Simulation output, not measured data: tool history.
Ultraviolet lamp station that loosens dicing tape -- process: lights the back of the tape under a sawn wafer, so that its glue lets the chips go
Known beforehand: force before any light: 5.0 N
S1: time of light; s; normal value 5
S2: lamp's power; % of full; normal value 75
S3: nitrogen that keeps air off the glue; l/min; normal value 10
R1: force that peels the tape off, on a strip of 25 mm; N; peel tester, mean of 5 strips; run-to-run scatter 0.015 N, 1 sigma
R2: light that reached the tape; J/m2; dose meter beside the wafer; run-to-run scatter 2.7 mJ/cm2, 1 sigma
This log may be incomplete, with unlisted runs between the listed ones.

run	hour	S1	S2	S3	R1	R2
1	0	5	75	10	1.362	2320
2	57.7	5	75	10	1.379	2190
3	94.6	5	72	10	1.477	2090
4	145	5	72	10	1.6	2030
5	198.9	5	72	10	1.597	1930
6	230.9	5	72	10	1.625	1920
7	265.7	5	72	10	1.722	1800
# hour 301.8: lamp changed
8	323	5	72	10	0.853	3170
9	380.8	5	98	10	0.581	4230
# hour 387.9: window cleaned of glue's vapour
10	440.5	5	98	10	0.523	4300
11	498.4	5	98	10	0.572	4180
12	556.9	5	98	10	0.572	4030
13	589.6	5	75	15	0.725	3120
14	629.7	5	75	15	0.738	3010
15	670.9	5	69	15	0.841	2720
16	699.1	7	75	13	0.519	4120
17	745.4	7	75	13	0.518	3950
18	797.6	7	75	13	0.506	3850
# hour 828.1: window cleaned of glue's vapour
19	839.7	4	63	11	1.579	1930
20	864.7	5	75	6	1.245	2880
21	890.6	5	72	6	1.42	2730
22	928.6	5	86	10	0.851	3140
23	952.6	5	75	10	1.037	2720

Below are 4 alternative next runs, each starting from the tool's condition after run 23. Predict each:
A	1001.7	5	75	4	?	?
B	1001.7	5	88	10	?	?
C	1001.7	7	62	15	?	?
D	1001.7	5	75	3	?	?

run	R1	R2
A	1.721	2650
B	0.862	3090
C	0.711	3090
D	1.942	2660
The same runs, with their run-to-run variation unchanged, on a tool lacking any hidden condition would have given:
run	R1	R2
A	1.236	3550
B	0.553	4140
C	0.455	4130
D	1.439	3560
